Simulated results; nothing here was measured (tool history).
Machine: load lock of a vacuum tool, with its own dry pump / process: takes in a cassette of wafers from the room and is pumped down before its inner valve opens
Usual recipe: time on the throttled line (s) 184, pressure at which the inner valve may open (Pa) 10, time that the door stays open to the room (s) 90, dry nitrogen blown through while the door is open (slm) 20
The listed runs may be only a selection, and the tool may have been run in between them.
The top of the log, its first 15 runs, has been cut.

run,hour,time on the throttled line (s),pressure at which the inner valve may open (Pa),time that the door stays open to the room (s),dry nitrogen blown through while the door is open (slm),hours that the pump has run since its overhaul,times that the door has closed on its seal,"incoming humidity of the room's air, %",time from the closed door until the inner valve may open (s),rise of the pressure with all valves shut (Pa/min)
16,5883.4,184,10,90,20,11450,47847,45,312.5,0.572
17,6369.2,184,7,90,20,11936,49404,47.9,324.2,0.599
18,6817.1,184,7,90,20,12384,50840,43.9,323.8,0.62
19,7062.8,315,10,90,20,12630,51627,45.7,426.7,0.655
# hour 7440.4: door's seal changed, seat wiped
20,7557,184,8,90,20,13122,374,44.4,324.1,0.032
21,8004,184,8,90,20,13569,1807,46,327.1,0.036
22,8334.5,184,10,90,23,13900,2866,45.9,321.9,0.036
23,8793,259,10,82,23,14358,4336,44.3,390.5,0.044
# hour 8833: dry pump taken out, an overhauled one fitted
24,9286.4,259,10,152,23,453,5899,45.2,353.7,0.056
25,9800.5,254,12,90,20,968,7547,45.7,348,0.063
26,10323.6,254,12,90,20,1491,9223,42.4,346,0.065
27,10690.4,254,12,90,20,1857,10399,44.3,348.2,0.082
28,11184.2,254,12,90,30,2351,11982,41.6,348.8,0.08
29,11485.3,271,12,205,30,2652,12947,43.4,362.2,0.101
30,11756.4,93,10,90,18,2923,13816,47.1,213.7,0.108
31,12081.5,202,10,81,18,3248,14859,43.8,306.4,0.114
32,12354.5,110,20,90,20,3522,15734,47.6,217.8,0.116
33,12784.5,117,9,104,20,3951,17112,45.5,238,0.14
34,13104.6,155,16,122,6,4272,18139,45.1,262.7,0.16
35,13329.7,155,16,122,6,4497,18860,41.2,261,0.163
36,13780.1,251,16,122,7,4947,20304,44.6,346.4,0.177
37,14212.8,184,12,53,20,5380,21691,45.5,293.9,0.174

Forecast each of these 3 alternatives for the next run:
A,14596,99,12,53,39,5763,22919,43.5,?,?
B,14596,270,10,90,20,5763,22919,39.9,?,?
C,14596,215,12,53,37,5763,22919,41.6,?,?

run,time from the closed door until the inner valve may open (s),rise of the pressure with all valves shut (Pa/min)
A,220.5,0.179
B,373.4,0.185
C,320.5,0.175
Take away the tool's hidden state, keep each run's random variation, and the runs would have read:
run,time from the closed door until the inner valve may open (s),rise of the pressure with all valves shut (Pa/min)
A,208.5,0.013
B,363.5,0.021
C,310.2,0.012
